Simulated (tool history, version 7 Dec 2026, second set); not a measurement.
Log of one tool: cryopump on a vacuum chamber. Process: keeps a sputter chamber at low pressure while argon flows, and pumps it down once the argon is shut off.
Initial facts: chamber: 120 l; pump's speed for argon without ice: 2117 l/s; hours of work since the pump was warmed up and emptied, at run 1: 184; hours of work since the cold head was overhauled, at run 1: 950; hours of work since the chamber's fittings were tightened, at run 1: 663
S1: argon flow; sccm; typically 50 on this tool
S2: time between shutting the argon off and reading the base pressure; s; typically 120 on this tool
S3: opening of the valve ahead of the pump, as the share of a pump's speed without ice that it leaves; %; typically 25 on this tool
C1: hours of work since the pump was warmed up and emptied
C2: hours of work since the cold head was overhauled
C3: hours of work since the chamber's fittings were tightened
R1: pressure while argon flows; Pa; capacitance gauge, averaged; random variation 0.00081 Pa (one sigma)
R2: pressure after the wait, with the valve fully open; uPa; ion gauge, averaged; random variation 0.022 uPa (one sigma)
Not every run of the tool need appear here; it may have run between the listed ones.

Run 1, hour 0: usual settings; C1 184; C2 950; C3 663. Result: R1 0.165 Pa, R2 0.96 uPa.
Run 2, hour 35.2: usual settings; C1 212; C2 978; C3 690. Result: R1 0.167 Pa, R2 1.02 uPa.
Run 3, hour 65.8: usual settings but S1 46 sccm; C1 235; C2 1001; C3 714. Result: R1 0.154 Pa, R2 1.05 uPa.
Run 4, hour 101.9: usual settings but S1 46 sccm; C1 263; C2 1029; C3 742. Result: R1 0.1553 Pa, R2 1.13 uPa.
Run 5, hour 130.7: usual settings but S3 57 %; C1 286; C2 1052; C3 764. Result: R1 0.0804 Pa, R2 1.09 uPa.
Run 6, hour 169.6: usual settings but S3 57 %; C1 316; C2 1082; C3 794. Result: R1 0.0806 Pa, R2 1.18 uPa.
Run 7, hour 191: usual settings but S3 57 %; C1 332; C2 1098; C3 811. Result: R1 0.0831 Pa, R2 1.18 uPa.
At hour 207.2: pump warmed up, emptied and cooled again.
Run 8, hour 235.6: usual settings but S1 41 sccm; C1 22; C2 1129; C3 842. Result: R1 0.1312 Pa, R2 1.05 uPa.
Run 9, hour 266.2: usual settings but S1 41 sccm; C1 46; C2 1153; C3 865. Result: R1 0.1327 Pa, R2 1.03 uPa.
Run 10, hour 291: usual settings but S1 76 sccm; C1 65; C2 1172; C3 884. Result: R1 0.2436 Pa, R2 1.1 uPa.
Run 11, hour 309.7: usual settings but S1 31 sccm; C1 79; C2 1187; C3 899. Result: R1 0.101 Pa, R2 1.05 uPa.
Run 12, hour 348.6: usual settings but S1 31 sccm, S3 29 %; C1 110; C2 1217; C3 929. Result: R1 0.0878 Pa, R2 1.09 uPa.
Run 13, hour 372.5: usual settings but S1 31 sccm, S3 29 %; C1 128; C2 1235; C3 948. Result: R1 0.0874 Pa, R2 1.11 uPa.
Run 14, hour 392.3: usual settings but S1 31 sccm, S3 29 %; C1 143; C2 1251; C3 963. Result: R1 0.0888 Pa, R2 1.16 uPa.
Run 15, hour 418.9: usual settings but S1 46 sccm; C1 164; C2 1271; C3 984. Result: R1 0.1513 Pa, R2 1.22 uPa.

Estimate the outcome of run 16 from the log above:
Run 16, hour 452.8: usual settings but S1 46 sccm, S2 27 s; C1 190; C2 1297; C3 1010. Result: R1 ?, R2 ?.

{"run 16": {"R1": 0.1515, "R2": 2.73}}
The same run, on a tool lacking any hidden state, would have yielded R1 0.1454 Pa, R2 2.09 uPa.
